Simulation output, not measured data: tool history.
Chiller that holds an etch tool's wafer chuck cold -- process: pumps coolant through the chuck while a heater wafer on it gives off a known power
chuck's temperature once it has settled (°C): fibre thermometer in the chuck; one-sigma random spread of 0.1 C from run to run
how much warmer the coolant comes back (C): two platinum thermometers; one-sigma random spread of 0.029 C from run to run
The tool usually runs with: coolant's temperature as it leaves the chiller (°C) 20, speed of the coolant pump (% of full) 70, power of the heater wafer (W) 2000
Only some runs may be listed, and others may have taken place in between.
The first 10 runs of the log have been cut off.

run    hour  coolant's temperature as it leaves the chiller (°C)  speed of the coolant pump (% of full)  power of the heater wafer (W)  chuck's temperature once it has settled (°C)  how much warmer the coolant comes back (C)
 11  1133.3                                                   20                                     78                           1609                                          30.1                                        3.77
 12  1297.4                                                   20                                     78                           1609                                          29.9                                        3.79
 13  1379.1                                                   20                                     70                           1198                                          27.8                                        3.22
 14  1461.7                                                   20                                     70                           1198                                            28                                        3.17
 15  1570.4                                                   20                                     70                           1198                                          28.2                                        3.16
 16  1736.5                                                   20                                     70                           1198                                            28                                         3.2
 17    1810                                                   15                                     75                           1448                                          24.4                                         3.5
     1834.8  -- chiller's thermometer calibrated
 18  1914.2                                                   20                                     98                           2000                                            31                                        3.61
 19  2082.8                                                   14                                     64                           2000                                            29                                        5.82
 20  2237.5                                                   14                                     64                           2000                                          29.3                                        5.87
 21  2339.7                                                   14                                     64                           2000                                          29.3                                        5.89
 22  2493.4                                                   14                                     70                           2989                                          35.2                                        7.95
 23  2566.7                                                   14                                     70                           2989                                          35.2                                        7.94
 24  2697.3                                                   16                                     75                           1014                                          22.9                                        2.52
 25  2771.1                                                   16                                     75                           1014                                            23                                        2.54
 26  2901.1                                                   20                                     92                           2000                                          31.6                                        3.89
 27  3035.5                                                   14                                     90                           1342                                          21.9                                        2.74
 28  3147.6                                                   14                                     90                           1342                                          21.9                                         2.7
 29  3237.3                                                   14                                     90                           1342                                            22                                        2.73
 30  3391.5                                                   14                                     90                           1342                                          21.8                                        2.67
 31  3469.8                                                   14                                     75                           1226                                          22.4                                           3

Predict each of these 5 candidate next runs independently; none follows another, all start after run 31:
  A  3571.1                                                   18                                     75                           1360                                             ?                                           ?
  B  3571.1                                                   12                                     82                           1492                                             ?                                           ?
  C  3571.1                                                   19                                     80                           2000                                             ?                                           ?
  D  3571.1                                                   18                                     75                           1725                                             ?                                           ?
  E  3571.1                                                   24                                     75                           1576                                             ?                                           ?

run  chuck's temperature once it has settled (°C)  how much warmer the coolant comes back (C)
  A                                          27.3                                        3.35
  B                                          21.6                                        3.37
  C                                          32.1                                        4.62
  D                                          29.7                                        4.28
  E                                          34.8                                        3.92
With the hidden condition removed and each run's random variation left untouched, the same runs would have given:
run  chuck's temperature once it has settled (°C)  how much warmer the coolant comes back (C)
  A                                          26.5                                        3.18
  B                                          20.7                                         3.2
  C                                          30.9                                         4.4
  D                                          28.6                                        4.07
  E                                          33.8                                        3.73

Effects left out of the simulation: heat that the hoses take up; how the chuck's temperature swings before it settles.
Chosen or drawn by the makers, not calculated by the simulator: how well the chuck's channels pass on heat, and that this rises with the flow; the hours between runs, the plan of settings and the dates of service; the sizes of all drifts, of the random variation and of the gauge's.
